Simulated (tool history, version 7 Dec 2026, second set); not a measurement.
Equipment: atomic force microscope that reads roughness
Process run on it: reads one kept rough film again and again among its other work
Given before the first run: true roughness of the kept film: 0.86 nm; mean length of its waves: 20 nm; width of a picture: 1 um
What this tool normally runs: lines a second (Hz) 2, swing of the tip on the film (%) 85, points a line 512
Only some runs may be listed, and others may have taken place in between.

run   hour  lines a second (Hz)  swing of the tip on the film (%)  points a line  roughness of the kept film (nm (root mean square))
  1      0                    2                                85            512                                               0.639
      16.5  -- new tip fitted
  2   16.7                    2                                85            512                                               0.677
  3   26.6                    2                                85            432                                               0.675
  4   44.8                    2                                85            432                                               0.663
  5     58                    2                                85            432                                               0.656
  6   76.7                    2                                84            512                                               0.647
  7     92                    2                                84            512                                               0.643
      98.3  -- new tip fitted
  8  100.8                    2                                84            556                                                0.69
  9  115.4                    2                                84            556                                               0.673
 10  126.1                    2                                85            512                                               0.668
     128.6  -- height scale calibrated on a step standard
 11  140.9                    2                                85            512                                               0.652
 12  150.5                    2                                85            512                                               0.655
 13  162.3                    2                                56            512                                               0.738
     171.7  -- height scale calibrated on a step standard, once more
 14  175.8                    2                                85            790                                               0.644
     181.8  -- new tip fitted
 15  184.3                 0.51                                87            662                                               0.766
 16  198.6                  2.2                                63            512                                               0.741
 17  212.7                  1.2                                72            358                                               0.722
 18  227.3                 0.67                                77            546                                               0.736
 19  242.3                  0.6                                57            296                                               0.747
 20  251.8                 0.64                                74            972                                               0.739
     263.1  -- new tip fitted
 21  266.1                 0.64                                74            972                                               0.778
 22  280.8                 0.64                                74            972                                               0.767
 23    299                 0.64                                74            972                                               0.756
 24    311                 1.56                                85            512                                               0.675
 25  319.6                 1.56                                85            512                                               0.677
 26  333.8                 0.74                                85            619                                               0.719
     344.7  -- new tip fitted
 27  344.7                 1.06                                79            512                                               0.744
 28  360.4                    2                                63            358                                               0.744

Below are 4 alternative next runs, each starting from the tool's condition after run 28. Predict each:
  A  371.7                    2                                63            999                                                   ?
  B  371.7                 3.05                                85            510                                                   ?
  C  371.7                 0.82                                63            267                                                   ?
  D  371.7                 2.48                                60            420                                                   ?

run  roughness of the kept film (nm (root mean square))
  A                                               0.752
  B                                               0.617
  C                                               0.748
  D                                               0.743
Take away the tool's hidden state, keep each run's random variation, and the runs would have read:
run  roughness of the kept film (nm (root mean square))
  A                                               0.774
  B                                               0.635
  C                                               0.769
  D                                               0.765
